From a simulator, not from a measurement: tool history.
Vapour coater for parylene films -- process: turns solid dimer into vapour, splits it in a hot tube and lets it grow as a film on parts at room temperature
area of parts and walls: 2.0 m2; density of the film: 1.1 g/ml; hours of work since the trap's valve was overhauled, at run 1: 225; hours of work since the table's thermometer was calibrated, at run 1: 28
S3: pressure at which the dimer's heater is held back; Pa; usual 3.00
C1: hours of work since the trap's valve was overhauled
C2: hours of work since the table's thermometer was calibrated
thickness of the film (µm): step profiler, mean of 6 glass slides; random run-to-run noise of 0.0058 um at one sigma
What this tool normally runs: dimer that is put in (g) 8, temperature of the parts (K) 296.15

Run 1, day 0.000: usual settings; C1 225; C2 28. Result: thickness of the film (µm) 2.201.
Run 2, day 0.675: usual settings but S3 2.40 Pa; C1 236; C2 40. Result: thickness of the film (µm) 2.309.
Run 3, day 1.267: usual settings but S3 2.40 Pa; C1 246; C2 50. Result: thickness of the film (µm) 2.313.
Run 4, day 2.038: usual settings but S3 2.40 Pa; C1 260; C2 63. Result: thickness of the film (µm) 2.310.
Run 5, day 2.758: usual settings; C1 272; C2 75. Result: thickness of the film (µm) 2.231.
Run 6, day 3.267: usual settings; C1 281; C2 84. Result: thickness of the film (µm) 2.228.
Run 7, day 3.633: usual settings; C1 287; C2 90. Result: thickness of the film (µm) 2.232.
Run 8, day 4.021: usual settings; C1 294; C2 97. Result: thickness of the film (µm) 2.233.
Run 9, day 4.808: usual settings; C1 307; C2 110. Result: thickness of the film (µm) 2.237.
Run 10, day 5.196: usual settings; C1 314; C2 117. Result: thickness of the film (µm) 2.233.
Run 11, day 5.679: usual settings; C1 322; C2 125. Result: thickness of the film (µm) 2.252.
Run 12, day 6.462: usual settings but temperature of the parts (K) 300.15; C1 335; C2 139. Result: thickness of the film (µm) 2.106.
Run 13, day 7.158: usual settings but temperature of the parts (K) 300.15; C1 347; C2 151. Result: thickness of the film (µm) 2.120.
At day 7.667: trap's valve overhauled.
Run 14, day 7.912: usual settings but temperature of the parts (K) 300.15; C1 4; C2 161. Result: thickness of the film (µm) 2.123.
At day 8.071: gauge calibrated.
Run 15, day 8.267: usual settings but temperature of the parts (K) 300.15; C1 10; C2 167. Result: thickness of the film (µm) 2.073.
Run 16, day 8.933: usual settings but temperature of the parts (K) 297.15; C1 22; C2 178. Result: thickness of the film (µm) 2.181.
Run 17, day 9.471: usual settings but dimer that is put in (g) 11, temperature of the parts (K) 297.15; C1 31; C2 187. Result: thickness of the film (µm) 3.002.
Run 18, day 9.862: usual settings but temperature of the parts (K) 308.15; C1 38; C2 194. Result: thickness of the film (µm) 1.825.
Run 19, day 10.433: usual settings but temperature of the parts (K) 297.15; C1 47; C2 204. Result: thickness of the film (µm) 2.192.
Run 20, day 10.792: usual settings but temperature of the parts (K) 297.15; C1 54; C2 210. Result: thickness of the film (µm) 2.196.
Run 21, day 11.267: usual settings; C1 62; C2 218. Result: thickness of the film (µm) 2.237.
Run 22, day 12.058: usual settings but dimer that is put in (g) 12; C1 75; C2 232. Result: thickness of the film (µm) 3.353.
Run 23, day 12.704: usual settings but dimer that is put in (g) 12; C1 86; C2 243. Result: thickness of the film (µm) 3.358.
Run 24, day 13.371: usual settings but dimer that is put in (g) 3, S3 5.85 Pa; C1 98; C2 254. Result: thickness of the film (µm) 0.747.
Run 25, day 13.975: usual settings but dimer that is put in (g) 3, S3 5.85 Pa; C1 108; C2 265. Result: thickness of the film (µm) 0.748.
At day 14.742: gauge calibrated.
Run 26, day 14.767: usual settings but dimer that is put in (g) 5, temperature of the parts (K) 298.15, S3 2.75 Pa; C1 122; C2 278. Result: thickness of the film (µm) 1.353.
Run 27, day 15.375: usual settings but dimer that is put in (g) 9, temperature of the parts (K) 298.15, S3 2.75 Pa; C1 132; C2 289. Result: thickness of the film (µm) 2.447.
Run 28, day 16.004: usual settings but dimer that is put in (g) 7, temperature of the parts (K) 290.15, S3 2.75 Pa; C1 143; C2 299. Result: thickness of the film (µm) 2.184.
Run 29, day 16.388: usual settings but dimer that is put in (g) 7, temperature of the parts (K) 290.15, S3 2.75 Pa; C1 149; C2 306. Result: thickness of the film (µm) 2.177.
Run 30, day 16.725: usual settings but dimer that is put in (g) 7, temperature of the parts (K) 290.15, S3 2.75 Pa; C1 155; C2 312. Result: thickness of the film (µm) 2.175.
Run 31, day 17.492: usual settings but dimer that is put in (g) 7, temperature of the parts (K) 290.15, S3 2.75 Pa; C1 168; C2 325. Result: thickness of the film (µm) 2.187.
Run 32, day 18.175: usual settings but dimer that is put in (g) 10, temperature of the parts (K) 307.15; C1 180; C2 337. Result: thickness of the film (µm) 2.315.
Run 33, day 18.629: usual settings but dimer that is put in (g) 6, temperature of the parts (K) 301.15; C1 188; C2 344. Result: thickness of the film (µm) 1.544.
Run 34, day 19.421: usual settings but dimer that is put in (g) 6, temperature of the parts (K) 301.15; C1 201; C2 358. Result: thickness of the film (µm) 1.543.
Run 35, day 20.142: usual settings but dimer that is put in (g) 9, temperature of the parts (K) 294.15, S3 10.18 Pa; C1 214; C2 370. Result: thickness of the film (µm) 2.072.
Run 36, day 20.858: usual settings but dimer that is put in (g) 9, temperature of the parts (K) 294.15, S3 10.18 Pa; C1 226; C2 383. Result: thickness of the film (µm) 2.074.
Run 37, day 21.321: usual settings but dimer that is put in (g) 10, temperature of the parts (K) 294.15, S3 4.85 Pa; C1 234; C2 391. Result: thickness of the film (µm) 2.660.

Run 38 is up next; what results do you expect?
Run 38, day 21.771: usual settings but dimer that is put in (g) 13, temperature of the parts (K) 295.15, S3 11.78 Pa; C1 242; C2 398. Result: thickness of the film (µm) ?.

{"run 38": {"thickness of the film (µm)": 2.873}}
Were there no unlogged condition in the tool, this run, its random variation unchanged, would have produced thickness of the film (µm) 2.807.

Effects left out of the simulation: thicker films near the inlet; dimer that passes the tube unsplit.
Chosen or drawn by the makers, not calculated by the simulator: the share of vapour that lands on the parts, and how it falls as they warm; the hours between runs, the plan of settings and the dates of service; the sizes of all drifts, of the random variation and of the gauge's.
